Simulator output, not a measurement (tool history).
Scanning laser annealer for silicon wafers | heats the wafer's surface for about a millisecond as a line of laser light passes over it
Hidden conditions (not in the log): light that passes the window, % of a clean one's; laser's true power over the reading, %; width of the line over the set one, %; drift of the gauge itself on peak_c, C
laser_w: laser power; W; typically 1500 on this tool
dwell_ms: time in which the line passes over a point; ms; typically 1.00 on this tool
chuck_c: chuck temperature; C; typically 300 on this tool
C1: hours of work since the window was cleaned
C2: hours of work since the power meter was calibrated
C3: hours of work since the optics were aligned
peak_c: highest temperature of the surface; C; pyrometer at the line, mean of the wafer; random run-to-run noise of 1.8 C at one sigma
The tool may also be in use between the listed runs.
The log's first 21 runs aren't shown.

{"run": 22, "hour": 315.5, "laser_w": 1333, "dwell_ms": 1.0, "chuck_c": 285, "C1": 19, "C2": 489, "C3": 180, "peak_c": 913}
{"run": 23, "hour": 329.0, "laser_w": 1333, "dwell_ms": 1.0, "chuck_c": 285, "C1": 27, "C2": 497, "C3": 187, "peak_c": 913}
{"run": 24, "hour": 338.5, "laser_w": 1496, "dwell_ms": 1.23, "chuck_c": 326, "C1": 32, "C2": 502, "C3": 193, "peak_c": 1124}
{"run": 25, "hour": 349.1, "laser_w": 1315, "dwell_ms": 0.97, "chuck_c": 300, "C1": 38, "C2": 508, "C3": 199, "peak_c": 908}
{"run": 26, "hour": 367.1, "laser_w": 1315, "dwell_ms": 1.03, "chuck_c": 331, "C1": 49, "C2": 519, "C3": 209, "peak_c": 955}
{"run": 27, "hour": 382.3, "laser_w": 1315, "dwell_ms": 0.85, "chuck_c": 331, "C1": 57, "C2": 528, "C3": 218, "peak_c": 898}
{"run": 28, "hour": 396.7, "laser_w": 1315, "dwell_ms": 0.85, "chuck_c": 331, "C1": 66, "C2": 536, "C3": 227, "peak_c": 895}
{"run": 29, "hour": 411.5, "laser_w": 1500, "dwell_ms": 0.76, "chuck_c": 310, "C1": 74, "C2": 544, "C3": 235, "peak_c": 942}
{"run": 30, "hour": 424.5, "laser_w": 1500, "dwell_ms": 1.11, "chuck_c": 284, "C1": 82, "C2": 552, "C3": 243, "peak_c": 1039}
{"run": 31, "hour": 438.8, "laser_w": 1500, "dwell_ms": 1.11, "chuck_c": 284, "C1": 90, "C2": 560, "C3": 251, "peak_c": 1036}
{"run": 32, "hour": 448.9, "laser_w": 1500, "dwell_ms": 1.06, "chuck_c": 337, "C1": 96, "C2": 566, "C3": 257, "peak_c": 1075}
{"run": 33, "hour": 465.7, "laser_w": 1500, "dwell_ms": 1.06, "chuck_c": 337, "C1": 106, "C2": 576, "C3": 266, "peak_c": 1075}
{"run": 34, "hour": 475.1, "laser_w": 1466, "dwell_ms": 1.0, "chuck_c": 300, "C1": 111, "C2": 581, "C3": 272, "peak_c": 997}
{"run": 35, "hour": 486.4, "laser_w": 1466, "dwell_ms": 1.0, "chuck_c": 300, "C1": 117, "C2": 588, "C3": 278, "peak_c": 994}
{"run": 36, "hour": 496.1, "laser_w": 1320, "dwell_ms": 0.74, "chuck_c": 300, "C1": 123, "C2": 593, "C3": 284, "peak_c": 826}
{"run": 37, "hour": 505.2, "laser_w": 1320, "dwell_ms": 0.74, "chuck_c": 300, "C1": 128, "C2": 598, "C3": 289, "peak_c": 824}
{"run": 38, "hour": 519.6, "laser_w": 1411, "dwell_ms": 0.94, "chuck_c": 303, "C1": 137, "C2": 607, "C3": 297, "peak_c": 939}
{"run": 39, "hour": 535.4, "laser_w": 1647, "dwell_ms": 1.0, "chuck_c": 333, "C1": 146, "C2": 616, "C3": 306, "peak_c": 1133}

What if the next run were any one of these 4? Each begins from the tool's condition after run 39:
{"run": "A", "hour": 548.9, "laser_w": 1305, "dwell_ms": 1.17, "chuck_c": 300, "C1": 154, "C2": 624, "C3": 314, "peak_c": "?"}
{"run": "B", "hour": 548.9, "laser_w": 1382, "dwell_ms": 0.74, "chuck_c": 289, "C1": 154, "C2": 624, "C3": 314, "peak_c": "?"}
{"run": "C", "hour": 548.9, "laser_w": 1318, "dwell_ms": 1.0, "chuck_c": 292, "C1": 154, "C2": 624, "C3": 314, "peak_c": "?"}
{"run": "D", "hour": 548.9, "laser_w": 1500, "dwell_ms": 0.91, "chuck_c": 300, "C1": 154, "C2": 624, "C3": 314, "peak_c": "?"}

run=A peak_c=944
run=B peak_c=842
run=C peak_c=898
run=D peak_c=975
Take away the tool's hidden state, keep each run's random variation, and the runs would have read:
run=A peak_c=966
run=B peak_c=861
run=C peak_c=919
run=D peak_c=998
